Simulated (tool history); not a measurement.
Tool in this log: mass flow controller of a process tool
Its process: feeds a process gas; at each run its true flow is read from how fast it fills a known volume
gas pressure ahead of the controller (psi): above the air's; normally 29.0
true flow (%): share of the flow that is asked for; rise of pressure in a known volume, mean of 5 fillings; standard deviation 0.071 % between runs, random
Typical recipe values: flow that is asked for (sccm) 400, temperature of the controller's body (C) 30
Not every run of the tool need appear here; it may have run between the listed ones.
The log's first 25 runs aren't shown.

run,day,flow that is asked for (sccm),gas pressure ahead of the controller (psi),temperature of the controller's body (C),hours of work since the controller was set to zero,hours of work since the controller was changed,true flow (%)
26,235.762,280,31.6,39,3049,8925,100.90
27,241.404,358,31.6,38,3117,8993,101.02
28,253.362,400,29.0,23,3261,9137,101.58
29,266.088,61,29.0,23,3415,9290,103.71
30,272.362,61,34.7,29,3490,9366,103.55
31,281.225,55,32.5,21,3597,9473,104.24
32,290.442,55,23.1,37,3709,9584,104.06
33,298.362,55,23.1,37,3804,9680,104.15
34,309.096,55,23.1,37,3934,9809,104.34
# day 310.112: controller's zero set anew
35,315.012,61,36.8,30,59,9880,105.66
36,320.925,193,29.0,21,130,9952,102.39
37,331.188,120,37.0,24,254,10076,103.36
# day 338.483: controller's zero set anew, once more
38,339.354,359,29.0,38,10,10174,100.73
39,350.546,192,29.0,34,146,10309,100.55
40,360.038,192,27.4,34,260,10424,100.52
41,368.967,456,24.9,34,368,10531,101.04
42,378.429,400,33.4,20,482,10645,101.24
43,387.692,255,29.0,26,594,10757,100.98
44,399.800,400,34.2,29,740,10903,101.17
45,405.475,400,34.2,29,808,10972,101.18
46,418.258,477,25.1,29,963,11126,101.30
47,426.458,443,29.6,20,1061,11225,101.50
48,438.404,443,29.6,20,1206,11369,101.64

What if the next run were any one of these 3? Each begins from the tool's condition after run 48:
A,450.012,269,29.0,30,1346,11509,?
B,450.012,219,25.8,28,1346,11509,?
C,450.012,443,29.6,26,1346,11509,?

run,true flow (%)
A,101.16
B,101.13
C,101.52
Stripped of hidden state, with their random variation kept, the same runs would have yielded:
run,true flow (%)
A,99.42
B,99.32
C,99.89

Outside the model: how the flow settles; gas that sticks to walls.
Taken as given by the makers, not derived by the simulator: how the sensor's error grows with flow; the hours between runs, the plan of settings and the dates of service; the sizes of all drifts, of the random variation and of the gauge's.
